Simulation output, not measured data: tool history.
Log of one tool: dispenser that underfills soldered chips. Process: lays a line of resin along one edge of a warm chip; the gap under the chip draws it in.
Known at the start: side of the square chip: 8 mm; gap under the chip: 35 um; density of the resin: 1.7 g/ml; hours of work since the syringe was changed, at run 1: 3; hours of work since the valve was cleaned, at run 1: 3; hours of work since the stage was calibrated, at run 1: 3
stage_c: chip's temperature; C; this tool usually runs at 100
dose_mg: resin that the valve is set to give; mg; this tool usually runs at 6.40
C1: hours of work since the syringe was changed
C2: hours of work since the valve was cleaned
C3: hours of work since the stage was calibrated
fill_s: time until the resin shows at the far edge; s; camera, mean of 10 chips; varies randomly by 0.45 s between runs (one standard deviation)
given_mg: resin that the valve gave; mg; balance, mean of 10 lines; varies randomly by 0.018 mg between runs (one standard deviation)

run 1 hour=0.0 | stage_c=100 dose_mg=6.40 | C1=3 C2=3 C3=3 | fill_s=36.0 given_mg=6.36
-- hour=5.6 new syringe of resin
run 2 hour=7.1 | stage_c=100 dose_mg=6.40 | C1=1 C2=8 C3=8 | fill_s=34.4 given_mg=6.35
run 3 hour=13.5 | stage_c=100 dose_mg=6.40 | C1=5 C2=12 C3=12 | fill_s=39.4 given_mg=6.35
-- hour=15.8 new syringe of resin
run 4 hour=19.9 | stage_c=100 dose_mg=5.92 | C1=3 C2=16 C3=16 | fill_s=35.5 given_mg=5.87
-- hour=25.7 new syringe of resin
run 5 hour=25.7 | stage_c=100 dose_mg=5.92 | C1=0 C2=20 C3=20 | fill_s=33.7 given_mg=5.83
run 6 hour=31.5 | stage_c=100 dose_mg=5.92 | C1=4 C2=24 C3=24 | fill_s=37.6 given_mg=5.86
-- hour=35.7 new syringe of resin
run 7 hour=37.9 | stage_c=85 dose_mg=7.08 | C1=2 C2=28 C3=28 | fill_s=53.2 given_mg=6.98
run 8 hour=44.0 | stage_c=93 dose_mg=8.28 | C1=6 C2=32 C3=32 | fill_s=46.0 given_mg=8.16
-- hour=45.5 new syringe of resin
run 9 hour=49.4 | stage_c=97 dose_mg=6.40 | C1=3 C2=36 C3=36 | fill_s=39.3 given_mg=6.28
run 10 hour=53.8 | stage_c=87 dose_mg=7.58 | C1=6 C2=39 C3=39 | fill_s=59.2 given_mg=7.42

Some steps in fill_s between neighbouring runs. How much of each would the tool show without its hidden state too (settings, what came in, random variation), and how much is left for the hidden state, with any gauge scatter that isn't in both results?
The tool's hidden condition here consists of: resin's viscosity, % of fresh resin's; dose that the valve gives, % of what is set; true chip temperature over the reading, C; drift of the gauge itself on fill_s, %; drift of the gauge itself on given_mg, %.
Run 9 -> 10: stage_c 97 -> 87, dose_mg 6.40 -> 7.58. fill_s +19.9 s: hidden state +6.6, all else +13.3.

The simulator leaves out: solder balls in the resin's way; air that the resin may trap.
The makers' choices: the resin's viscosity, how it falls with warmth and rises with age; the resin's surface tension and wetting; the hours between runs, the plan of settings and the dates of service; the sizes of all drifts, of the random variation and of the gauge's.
